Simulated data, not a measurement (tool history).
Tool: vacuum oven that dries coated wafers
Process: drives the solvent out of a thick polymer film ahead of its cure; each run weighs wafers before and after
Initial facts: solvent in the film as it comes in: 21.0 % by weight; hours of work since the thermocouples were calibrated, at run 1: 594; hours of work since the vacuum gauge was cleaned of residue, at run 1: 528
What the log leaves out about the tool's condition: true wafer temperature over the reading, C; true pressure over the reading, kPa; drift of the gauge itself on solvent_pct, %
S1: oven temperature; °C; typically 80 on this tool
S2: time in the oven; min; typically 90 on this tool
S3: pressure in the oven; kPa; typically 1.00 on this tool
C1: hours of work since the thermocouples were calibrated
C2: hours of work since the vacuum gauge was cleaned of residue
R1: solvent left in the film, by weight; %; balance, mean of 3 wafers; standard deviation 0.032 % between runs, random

run	hour	S1	S2	S3	C1	C2	R1
1	0.0	80	90	1.00	594	528	1.11
2	27.6	80	90	1.00	611	545	1.18
3	52.4	78	90	1.00	626	560	1.45
4	75.8	78	90	0.73	640	574	1.35
5	104.3	78	90	0.73	658	592	1.26
6	133.2	80	90	1.00	675	610	1.13
7	150.7	74	90	1.00	686	620	2.09
8	180.1	74	58	1.00	704	638	3.92
9	211.9	74	58	1.00	724	658	3.90
10	226.4	85	90	1.00	733	667	0.78
11	260.0	85	90	1.00	753	687	0.75
12	274.1	85	90	1.00	762	696	0.73
13	302.5	80	90	1.00	779	713	1.18
14	319.8	80	90	1.00	790	724	1.20
15	334.7	80	90	1.00	799	733	1.21
16	358.2	80	90	1.00	813	748	1.19
17	386.8	80	90	1.00	831	765	1.22
18	404.9	80	90	1.00	842	776	1.20
19	435.9	80	90	1.00	861	795	1.20
20	454.5	80	90	1.00	873	807	1.25
21	482.4	80	90	1.00	890	824	1.17
22	501.7	80	90	1.16	902	836	1.24
23	530.1	80	90	1.16	919	853	1.28
24	559.9	80	90	1.16	937	871	1.29
25	574.4	81	90	2.64	946	880	1.91
# hour 586.6: oven's thermocouples calibrated
26	595.0	69	92	1.00	5	892	3.35
27	629.3	69	92	1.00	26	913	3.32
28	645.2	68	118	0.74	36	922	2.45
29	662.4	89	75	0.60	46	933	0.64
30	695.9	80	90	0.75	67	954	1.30
31	728.9	74	141	1.00	87	974	1.26
32	756.9	94	141	1.07	104	991	0.45
33	786.9	94	141	1.07	123	1009	0.46
34	807.8	77	90	1.00	136	1022	1.81
35	840.8	77	90	1.00	156	1043	1.76
36	858.3	72	139	1.00	167	1053	1.50
37	877.2	65	54	1.16	178	1065	7.60
38	911.6	65	54	1.16	199	1086	7.55
39	934.3	65	59	0.54	213	1100	6.58
40	956.7	89	75	1.00	227	1114	0.82
41	979.1	83	81	1.00	241	1127	1.24
42	1005.4	80	72	1.00	257	1144	1.97
43	1031.0	80	90	0.78	273	1159	1.25
44	1051.7	80	90	0.78	285	1172	1.29
45	1084.0	77	90	2.28	305	1192	2.43
46	1099.7	77	90	2.28	315	1201	2.51
47	1133.7	77	90	2.28	336	1222	2.48

Measured result minus the same run's result without the hidden state. Both carry the same run-to-run variation, though not necessarily the same gauge scatter:
run	R1
1	+0.04
2	+0.05
3	+0.05
4	+0.05
5	+0.05
6	+0.05
7	+0.04
8	-0.05
9	-0.05
10	+0.07
11	+0.07
12	+0.07
13	+0.07
14	+0.06
15	+0.06
16	+0.06
17	+0.07
18	+0.07
19	+0.07
20	+0.07
21	+0.07
22	+0.08
23	+0.08
24	+0.07
25	+0.05
26	+0.33
27	+0.33
28	+0.36
29	+0.15
30	+0.22
31	+0.29
32	+0.14
33	+0.14
34	+0.26
35	+0.25
36	+0.32
37	+0.30
38	+0.30
39	+0.31
40	+0.17
41	+0.21
42	+0.23
43	+0.24
44	+0.24
45	+0.26
46	+0.26
47	+0.26

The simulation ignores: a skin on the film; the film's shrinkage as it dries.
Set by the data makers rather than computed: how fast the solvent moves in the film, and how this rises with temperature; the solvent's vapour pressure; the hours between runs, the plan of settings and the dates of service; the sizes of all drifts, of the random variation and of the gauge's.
